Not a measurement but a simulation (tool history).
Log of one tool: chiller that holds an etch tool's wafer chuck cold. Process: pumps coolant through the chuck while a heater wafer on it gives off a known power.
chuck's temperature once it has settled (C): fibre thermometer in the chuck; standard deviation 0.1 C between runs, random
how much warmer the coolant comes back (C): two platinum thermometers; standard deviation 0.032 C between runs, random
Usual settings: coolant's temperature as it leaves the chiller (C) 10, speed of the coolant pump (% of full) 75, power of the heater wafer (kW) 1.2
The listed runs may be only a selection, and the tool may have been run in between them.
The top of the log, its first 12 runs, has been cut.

| run | hour | coolant's temperature as it leaves the chiller (C) | speed of the coolant pump (% of full) | power of the heater wafer (kW) | hours since the coolant was changed and the channels were flushed | hours since the pump was overhauled | hours since the chiller's thermometer was calibrated | chuck's temperature once it has settled (C) | how much warmer the coolant comes back (C) |
|---|---|---|---|---|---|---|---|---|---|
| 13 | 1731.9 | 10 | 88 | 1.2 | 440 | 5796 | 936 | 20.9 | 3.07 |
| 14 | 1846.5 | 10 | 88 | 1.2 | 554 | 5910 | 1050 | 21 | 2.99 |
| 15 | 2052.2 | 10 | 75 | 1.2 | 760 | 6116 | 1256 | 22.5 | 3.59 |
| 16 | 2155.2 | 10 | 75 | 1.2 | 863 | 6219 | 1359 | 22.5 | 3.6 |
| 17 | 2298.6 | 17 | 75 | 1.046 | 1006 | 6363 | 1502 | 27.9 | 3.1 |
| 18 | 2472.7 | 17 | 75 | 1.046 | 1181 | 6537 | 1677 | 28 | 3.11 |
|  | 2501.6 | gauge calibrated |
| 19 | 2692 | 4 | 92 | 1.243 | 1400 | 6756 | 1896 | 14.7 | 3.21 |
| 20 | 2837.3 | 4 | 89 | 1.491 | 1545 | 6901 | 2041 | 17.4 | 3.95 |
| 21 | 2992.6 | 1 | 85 | 1.131 | 1700 | 7057 | 2196 | 11.6 | 3.13 |
| 22 | 3197 | 10 | 61 | 1.2 | 1905 | 7261 | 2401 | 25.3 | 4.66 |
| 23 | 3396.8 | 10 | 61 | 1.2 | 2105 | 7461 | 2601 | 25.3 | 4.61 |
| 24 | 3556.9 | 11 | 82 | 0.787 | 2265 | 7621 | 2761 | 18.7 | 2.17 |
| 25 | 3736.1 | 11 | 82 | 1.328 | 2444 | 7800 | 2940 | 23.8 | 3.7 |

Estimate the outcome of run 26 from the log above:
| 26 | 3882.6 | 11 | 97 | 1.367 | 2590 | 7947 | 3086 | ? | ? |

Run 26 came out at chuck's temperature once it has settled (C) 22.4, how much warmer the coolant comes back (C) 3.27.
Without the tool's hidden state the same run would have given chuck's temperature once it has settled (C) 22.4, how much warmer the coolant comes back (C) 3.41.
